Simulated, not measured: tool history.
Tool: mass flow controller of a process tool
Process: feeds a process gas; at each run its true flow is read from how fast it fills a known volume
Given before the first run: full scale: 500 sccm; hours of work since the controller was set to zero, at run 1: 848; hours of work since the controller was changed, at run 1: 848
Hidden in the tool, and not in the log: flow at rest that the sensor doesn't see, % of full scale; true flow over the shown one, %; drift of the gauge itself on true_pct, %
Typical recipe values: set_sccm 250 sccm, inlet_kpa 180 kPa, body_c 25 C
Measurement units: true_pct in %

run      day  set_sccm  inlet_kpa  body_c  hours of work since the controller was set to zero  hours of work since the controller was changed  true_pct
  1        0       250        180      25                                                 848                                             848     99.33
  2   11.308       250        180      25                                                1058                                            1058     99.45
  3   17.829       250        180      25                                                1178                                            1178     99.29
  4   24.379       250        180      25                                                1300                                            1300     99.34
  5   35.588       250        211      25                                                1508                                            1508      99.3
  6   43.238       420        180      25                                                1649                                            1649     99.78
  7   49.433       420        180      25                                                1764                                            1764     99.62
  8   54.492       420        180      25                                                1858                                            1858     99.86
  9   60.558       420        180      25                                                1970                                            1970     99.89
 10   67.242       420        180      25                                                2094                                            2094     99.75
 11   77.458       401        180      25                                                2283                                            2283     99.85
 12   84.292       250        180      25                                                2410                                            2410     99.38
 13   92.675       250        180      25                                                2565                                            2565     99.37
 14   99.942       250        180      25                                                2700                                            2700     99.25
 15  107.538       250        180      25                                                2840                                            2840     99.32
 16  116.233       250        197      25                                                3001                                            3001     99.43
 17  123.375       250        197      25                                                3134                                            3134     99.33
 18  134.912       250        180      23                                                3347                                            3347     99.17
 19  142.738       250        180      23                                                3492                                            3492      99.1
 20  154.238       250        180      23                                                3705                                            3705     99.25
 21  164.183       250        180      23                                                3890                                            3890     99.27
 22  171.646       250        180      23                                                4028                                            4028     99.21
 23  180.392       250        180      23                                                4190                                            4190      99.2
 24  190.579       250        180      23                                                4378                                            4378      99.2
 25  200.958       230        248      25                                                4571                                            4571     99.34
 26  211.917       250        171      40                                                4774                                            4774    101.08
 27  222.258        66        180      23                                                4965                                            4965     98.66
 28    232.6        66        180      23                                                5157                                            5157     98.67
 29  241.071        66        180      39                                                5314                                            5314    100.57
 30  248.938       250        146      25                                                5459                                            5459     99.27
 31  258.108       339        225      27                                                5629                                            5629      99.8
 32    263.8       339        225      27                                                5735                                            5735     99.87
 33  273.058        76        235      23                                                5906                                            5906     98.85
 34  282.496        92        220      29                                                6081                                            6081     99.51
 35  293.071        92        220      29                                                6277                                            6277     99.34
 36  299.717        92        220      29                                                6400                                            6400     99.59
 37  311.208        92        220      29                                                6613                                            6613      99.6
      314.05  -- controller exchanged for a calibrated one
 38  321.404        92        220      29                                                 136                                             136     99.48
 39  332.062        92        220      29                                                 334                                             334     99.52
 40  343.108        92        216      21                                                 538                                             538     98.65
 41  354.638        92        216      21                                                 752                                             752     98.58
 42  360.554       168        216      29                                                 861                                             861     99.64
 43   368.05       168        216      29                                                1000                                            1000     99.56
 44  379.608        88        271      25                                                1214                                            1214     99.07
 45  387.808        88        271      25                                                1366                                            1366     99.06
 46  397.071        88        271      25                                                1538                                            1538     99.21
 47  403.654       260        180      32                                                1660                                            1660    100.22
 48  409.667       413        180      22                                                1771                                            1771     99.33

Each row is a separate what-if for the run after 48, all from the same tool condition, not one after another. Results?
  A  415.071       126        204      22                                                1871                                            1871         ?
  B  415.071       250        266      25                                                1871                                            1871         ?
  C  415.071       250        204      22                                                1871                                            1871         ?
  D  415.071       104        262      36                                                1871                                            1871         ?

run  true_pct
  A     98.79
  B     99.54
  C     99.02
  D    100.39
Take away the tool's hidden state, keep each run's random variation, and the runs would have read:
run  true_pct
  A     98.78
  B     99.53
  C     99.01
  D    100.38
